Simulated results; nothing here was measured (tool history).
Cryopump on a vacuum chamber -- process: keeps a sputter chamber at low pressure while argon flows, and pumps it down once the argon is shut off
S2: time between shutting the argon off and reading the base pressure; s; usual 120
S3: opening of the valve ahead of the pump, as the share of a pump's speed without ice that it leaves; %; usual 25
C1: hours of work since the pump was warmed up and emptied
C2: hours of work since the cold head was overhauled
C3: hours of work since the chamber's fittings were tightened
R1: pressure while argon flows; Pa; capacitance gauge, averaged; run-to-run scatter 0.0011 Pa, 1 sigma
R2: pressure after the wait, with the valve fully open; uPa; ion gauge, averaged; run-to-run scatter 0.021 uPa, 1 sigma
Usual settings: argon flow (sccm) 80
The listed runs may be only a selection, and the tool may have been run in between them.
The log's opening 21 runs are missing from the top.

{"run": 22, "day": 15.996, "argon flow (sccm)": 42, "S2": 42, "S3": 16, "C1": 314, "C2": 314, "C3": 1290, "R1": 0.2085, "R2": 1.39}
{"run": 23, "day": 16.583, "argon flow (sccm)": 42, "S2": 42, "S3": 16, "C1": 320, "C2": 320, "C3": 1296, "R1": 0.2074, "R2": 1.38}
{"run": 24, "day": 17.55, "argon flow (sccm)": 88, "S2": 42, "S3": 16, "C1": 329, "C2": 329, "C3": 1305, "R1": 0.4356, "R2": 1.36}
{"run": 25, "day": 18.45, "argon flow (sccm)": 88, "S2": 42, "S3": 16, "C1": 338, "C2": 338, "C3": 1314, "R1": 0.4347, "R2": 1.42}
{"run": 26, "day": 18.912, "argon flow (sccm)": 88, "S2": 42, "S3": 16, "C1": 342, "C2": 342, "C3": 1319, "R1": 0.4356, "R2": 1.39}
{"run": 27, "day": 19.596, "argon flow (sccm)": 88, "S2": 42, "S3": 16, "C1": 349, "C2": 349, "C3": 1325, "R1": 0.4344, "R2": 1.43}
{"run": 28, "day": 20.321, "argon flow (sccm)": 41, "S2": 94, "S3": 21, "C1": 356, "C2": 356, "C3": 1332, "R1": 0.157, "R2": 1.08}
{"run": 29, "day": 21.171, "argon flow (sccm)": 33, "S2": 29, "S3": 15, "C1": 364, "C2": 364, "C3": 1340, "R1": 0.1732, "R2": 1.73}
{"run": 30, "day": 21.775, "argon flow (sccm)": 100, "S2": 29, "S3": 54, "C1": 370, "C2": 370, "C3": 1346, "R1": 0.1556, "R2": 1.71}
{"run": 31, "day": 22.708, "argon flow (sccm)": 80, "S2": 99, "S3": 37, "C1": 379, "C2": 379, "C3": 1355, "R1": 0.1777, "R2": 1.1}
{"run": 32, "day": 23.433, "argon flow (sccm)": 80, "S2": 99, "S3": 37, "C1": 386, "C2": 386, "C3": 1362, "R1": 0.1784, "R2": 1.08}
{"run": 33, "day": 24.433, "argon flow (sccm)": 35, "S2": 120, "S3": 34, "C1": 396, "C2": 396, "C3": 1372, "R1": 0.0839, "R2": 1.08}

Forecast each of these 5 alternatives for the next run:
{"run": "A", "day": 25.008, "argon flow (sccm)": 58, "S2": 198, "S3": 18, "C1": 401, "C2": 401, "C3": 1378, "R1": "?", "R2": "?"}
{"run": "B", "day": 25.008, "argon flow (sccm)": 142, "S2": 120, "S3": 25, "C1": 401, "C2": 401, "C3": 1378, "R1": "?", "R2": "?"}
{"run": "C", "day": 25.008, "argon flow (sccm)": 80, "S2": 185, "S3": 28, "C1": 401, "C2": 401, "C3": 1378, "R1": "?", "R2": "?"}
{"run": "D", "day": 25.008, "argon flow (sccm)": 36, "S2": 56, "S3": 15, "C1": 401, "C2": 401, "C3": 1378, "R1": "?", "R2": "?"}
{"run": "E", "day": 25.008, "argon flow (sccm)": 35, "S2": 120, "S3": 19, "C1": 401, "C2": 401, "C3": 1378, "R1": "?", "R2": "?"}

run=A R1=0.2566 R2=0.95
run=B R1=0.4587 R2=1.01
run=C R1=0.2338 R2=0.96
run=D R1=0.1905 R2=1.35
run=E R1=0.147 R2=1.08
Stripped of hidden state, with their random variation kept, the same runs would have yielded:
run=A R1=0.2489 R2=0.26
run=B R1=0.4398 R2=0.33
run=C R1=0.223 R2=0.28
run=D R1=0.1858 R2=0.66
run=E R1=0.1423 R2=0.38

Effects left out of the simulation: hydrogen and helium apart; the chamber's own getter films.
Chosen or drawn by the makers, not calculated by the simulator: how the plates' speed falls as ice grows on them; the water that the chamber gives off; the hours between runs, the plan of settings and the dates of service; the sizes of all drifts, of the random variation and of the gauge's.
